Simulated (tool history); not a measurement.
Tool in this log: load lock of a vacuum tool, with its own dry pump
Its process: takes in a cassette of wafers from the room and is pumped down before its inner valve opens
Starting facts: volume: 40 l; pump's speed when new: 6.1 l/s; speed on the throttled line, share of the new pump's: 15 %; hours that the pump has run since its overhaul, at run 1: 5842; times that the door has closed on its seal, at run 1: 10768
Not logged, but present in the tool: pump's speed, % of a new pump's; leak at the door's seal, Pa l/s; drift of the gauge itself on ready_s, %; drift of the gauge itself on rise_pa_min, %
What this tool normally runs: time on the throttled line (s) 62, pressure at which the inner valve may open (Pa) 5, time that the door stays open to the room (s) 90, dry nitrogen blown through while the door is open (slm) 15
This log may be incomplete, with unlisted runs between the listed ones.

| run | day | time on the throttled line (s) | pressure at which the inner valve may open (Pa) | time that the door stays open to the room (s) | dry nitrogen blown through while the door is open (slm) | hours that the pump has run since its overhaul | times that the door has closed on its seal | incoming humidity of the room's air, % | time from the closed door until the inner valve may open (s) | rise of the pressure with all valves shut (Pa/min) |
|---|---|---|---|---|---|---|---|---|---|---|
| 1 | 0 | 62 | 5 | 90 | 15 | 5842 | 10768 | 43.4 | 122.7 | 0.081 |
| 2 | 4.05 | 62 | 5 | 90 | 15 | 5939 | 11136 | 41.5 | 123.4 | 0.078 |
| 3 | 9.362 | 62 | 5 | 90 | 15 | 6066 | 11618 | 44 | 123.4 | 0.089 |
| 4 | 14.696 | 62 | 5 | 90 | 15 | 6194 | 12102 | 44.9 | 122.7 | 0.093 |
| 5 | 20.275 | 33 | 5 | 90 | 15 | 6328 | 12609 | 43.6 | 98.8 | 0.096 |
| 6 | 25.771 | 62 | 5 | 90 | 15 | 6460 | 13108 | 42.7 | 123.3 | 0.096 |
| 7 | 29.438 | 62 | 5 | 90 | 15 | 6548 | 13441 | 46.3 | 122.7 | 0.103 |
| 8 | 33.029 | 62 | 5 | 90 | 14 | 6634 | 13767 | 46.5 | 122.7 | 0.102 |
| 9 | 36.383 | 44 | 5 | 90 | 15 | 6715 | 14072 | 44.5 | 110.3 | 0.106 |
| 10 | 39.425 | 44 | 5 | 90 | 21 | 6788 | 14348 | 49.4 | 108.5 | 0.105 |
| 11 | 44.738 | 44 | 5 | 90 | 21 | 6915 | 14831 | 42.5 | 109.2 | 0.109 |
| 12 | 48.367 | 44 | 5 | 90 | 21 | 7002 | 15160 | 43 | 108.6 | 0.107 |
| 13 | 53.421 | 62 | 5 | 90 | 15 | 7124 | 15619 | 43.4 | 125 | 0.12 |
| 14 | 55.942 | 62 | 5 | 90 | 15 | 7184 | 15848 | 42.8 | 123.4 | 0.115 |
| 15 | 58.521 | 62 | 5 | 90 | 15 | 7246 | 16082 | 44.7 | 123.9 | 0.116 |
| 16 | 62.117 | 83 | 5 | 90 | 15 | 7332 | 16409 | 46.1 | 141.7 | 0.13 |
| 17 | 65.838 | 83 | 5 | 90 | 15 | 7422 | 16747 | 45 | 141.7 | 0.133 |
| 18 | 69.588 | 83 | 5 | 90 | 15 | 7512 | 17087 | 43.4 | 141.4 | 0.131 |
| 19 | 73.338 | 83 | 5 | 90 | 15 | 7602 | 17428 | 42.3 | 142.1 | 0.134 |
| 20 | 75.95 | 83 | 5 | 90 | 15 | 7664 | 17665 | 45 | 144 | 0.129 |
| 21 | 78.638 | 32 | 5 | 149 | 15 | 7729 | 17909 | 46.2 | 99.5 | 0.143 |
| 22 | 83.888 | 110 | 4 | 28 | 6 | 7855 | 18386 | 45.1 | 166.8 | 0.141 |
| 23 | 88.733 | 90 | 5 | 90 | 15 | 7971 | 18826 | 42.9 | 147.9 | 0.149 |
| 24 | 92.021 | 62 | 7 | 90 | 15 | 8050 | 19124 | 46.4 | 122.4 | 0.153 |
| 25 | 97.292 | 62 | 7 | 90 | 15 | 8177 | 19603 | 44.5 | 122.2 | 0.159 |
| 26 | 102.354 | 62 | 7 | 90 | 15 | 8298 | 20063 | 45.8 | 122.9 | 0.163 |
| 27 | 105.429 | 62 | 7 | 90 | 15 | 8372 | 20342 | 45.2 | 123.8 | 0.168 |
| 28 | 110.921 | 71 | 4 | 84 | 15 | 8504 | 20841 | 43.8 | 134.2 | 0.171 |
| 29 | 116.533 | 109 | 5 | 90 | 15 | 8638 | 21350 | 47.2 | 162.7 | 0.182 |
| 30 | 119.438 | 67 | 5 | 90 | 15 | 8708 | 21614 | 46.3 | 130.9 | 0.183 |
| 31 | 122.9 | 64 | 10 | 90 | 30 | 8791 | 21929 | 45.8 | 121.8 | 0.182 |
| 32 | 125.412 | 64 | 10 | 90 | 30 | 8851 | 22157 | 42 | 122.1 | 0.17 |
| 33 | 130.429 | 64 | 10 | 136 | 14 | 8972 | 22612 | 45 | 120.3 | 0.188 |
| 34 | 134.017 | 62 | 8 | 90 | 15 | 9058 | 22938 | 46 | 122.3 | 0.199 |
| 35 | 136.579 | 62 | 8 | 90 | 15 | 9120 | 23171 | 46.6 | 122.1 | 0.193 |
| 36 | 141.742 | 108 | 5 | 45 | 7 | 9243 | 23640 | 44.6 | 164.9 | 0.207 |
| 37 | 147.162 | 108 | 5 | 45 | 7 | 9374 | 24132 | 43.1 | 164.8 | 0.2 |

For each run, the measured value with the value that run would have given without the tool's hidden condition subtracted. The run-to-run variation is shared by both, the gauge scatter possibly not:
| run | time from the closed door until the inner valve may open (s) | rise of the pressure with all valves shut (Pa/min) |
|---|---|---|
| 1 | +4.8 | +0.058 |
| 2 | +4.9 | +0.061 |
| 3 | +5 | +0.064 |
| 4 | +5 | +0.068 |
| 5 | +5.6 | +0.07 |
| 6 | +5.3 | +0.074 |
| 7 | +5.4 | +0.076 |
| 8 | +5.5 | +0.078 |
| 9 | +5.7 | +0.081 |
| 10 | +5.8 | +0.082 |
| 11 | +5.9 | +0.087 |
| 12 | +5.9 | +0.09 |
| 13 | +6 | +0.095 |
| 14 | +5.9 | +0.096 |
| 15 | +6 | +0.097 |
| 16 | +5.6 | +0.101 |
| 17 | +5.6 | +0.105 |
| 18 | +5.7 | +0.107 |
| 19 | +5.8 | +0.11 |
| 20 | +5.9 | +0.111 |
| 21 | +6.8 | +0.114 |
| 22 | +5.9 | +0.119 |
| 23 | +5.9 | +0.122 |
| 24 | +6.4 | +0.126 |
| 25 | +6.4 | +0.133 |
| 26 | +6.6 | +0.139 |
| 27 | +6.7 | +0.141 |
| 28 | +7 | +0.146 |
| 29 | +6.2 | +0.15 |
| 30 | +7.1 | +0.155 |
| 31 | +6.4 | +0.158 |
| 32 | +6.5 | +0.157 |
| 33 | +6.5 | +0.161 |
| 34 | +7 | +0.169 |
| 35 | +7 | +0.171 |
| 36 | +6.7 | +0.176 |
| 37 | +6.8 | +0.175 |

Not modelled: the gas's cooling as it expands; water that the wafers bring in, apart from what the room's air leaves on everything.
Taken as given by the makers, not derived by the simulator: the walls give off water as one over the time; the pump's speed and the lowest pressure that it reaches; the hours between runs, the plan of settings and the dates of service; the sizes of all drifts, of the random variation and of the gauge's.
